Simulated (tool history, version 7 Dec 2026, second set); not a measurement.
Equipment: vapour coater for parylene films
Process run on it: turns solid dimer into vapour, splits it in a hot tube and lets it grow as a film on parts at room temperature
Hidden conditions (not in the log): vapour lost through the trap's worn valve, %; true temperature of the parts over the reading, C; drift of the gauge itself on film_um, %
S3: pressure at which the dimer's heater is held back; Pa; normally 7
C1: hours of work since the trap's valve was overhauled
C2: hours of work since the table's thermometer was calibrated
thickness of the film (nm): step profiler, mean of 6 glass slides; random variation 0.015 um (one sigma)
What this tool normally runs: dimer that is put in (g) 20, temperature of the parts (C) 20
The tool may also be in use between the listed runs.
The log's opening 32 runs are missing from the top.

Run 33, day 21.671: usual settings but dimer that is put in (g) 35, temperature of the parts (C) 25, S3 2.43 Pa; C1 277; C2 944. Result: thickness of the film (nm) 6690.
Run 34, day 22.208: usual settings but dimer that is put in (g) 35, temperature of the parts (C) 25, S3 6.08 Pa; C1 287; C2 954. Result: thickness of the film (nm) 5480.
Run 35, day 22.992: usual settings but dimer that is put in (g) 35, temperature of the parts (C) 25, S3 6.08 Pa; C1 302; C2 969. Result: thickness of the film (nm) 5460.
Run 36, day 23.75: usual settings but dimer that is put in (g) 9, temperature of the parts (C) 32, S3 5.08 Pa; C1 316; C2 983. Result: thickness of the film (nm) 1140.
Run 37, day 24.354: usual settings but dimer that is put in (g) 9, temperature of the parts (C) 29, S3 2.62 Pa; C1 327; C2 994. Result: thickness of the film (nm) 1480.
Run 38, day 25: usual settings but dimer that is put in (g) 9, temperature of the parts (C) 29, S3 2.62 Pa; C1 339; C2 1006. Result: thickness of the film (nm) 1480.
Run 39, day 25.754: usual settings but dimer that is put in (g) 9, temperature of the parts (C) 29, S3 2.62 Pa; C1 353; C2 1020. Result: thickness of the film (nm) 1470.
Run 40, day 26.317: usual settings but dimer that is put in (g) 27, S3 8.87 Pa; C1 363; C2 1030. Result: thickness of the film (nm) 4570.
Run 41, day 27.2: usual settings but dimer that is put in (g) 25, temperature of the parts (C) 19, S3 8.87 Pa; C1 380; C2 1047. Result: thickness of the film (nm) 4360.
At day 27.292: table's thermometer calibrated.
Run 42, day 27.796: usual settings but dimer that is put in (g) 8, temperature of the parts (C) 14, S3 6.14 Pa; C1 390; C2 9. Result: thickness of the film (nm) 1750.
Run 43, day 28.567: usual settings but dimer that is put in (g) 8, temperature of the parts (C) 14, S3 6.14 Pa; C1 404; C2 24. Result: thickness of the film (nm) 1750.

3 ways to go on from here, each from the tool as it stands after run 43. What would each give?
Run A, day 29.438: usual settings but S3 5.72 Pa; C1 421; C2 40. Result: thickness of the film (nm) ?.
Run B, day 29.438: usual settings but dimer that is put in (g) 8, temperature of the parts (C) 28, S3 2.7 Pa; C1 421; C2 40. Result: thickness of the film (nm) ?.
Run C, day 29.438: usual settings but dimer that is put in (g) 8, temperature of the parts (C) 22, S3 6.14 Pa; C1 421; C2 40. Result: thickness of the film (nm) ?.

run  thickness of the film (nm)
  A                        3620
  B                        1310
  C                        1350
Take away the tool's hidden state, keep each run's random variation, and the runs would have read:
run  thickness of the film (nm)
  A                        3870
  B                        1400
  C                        1440

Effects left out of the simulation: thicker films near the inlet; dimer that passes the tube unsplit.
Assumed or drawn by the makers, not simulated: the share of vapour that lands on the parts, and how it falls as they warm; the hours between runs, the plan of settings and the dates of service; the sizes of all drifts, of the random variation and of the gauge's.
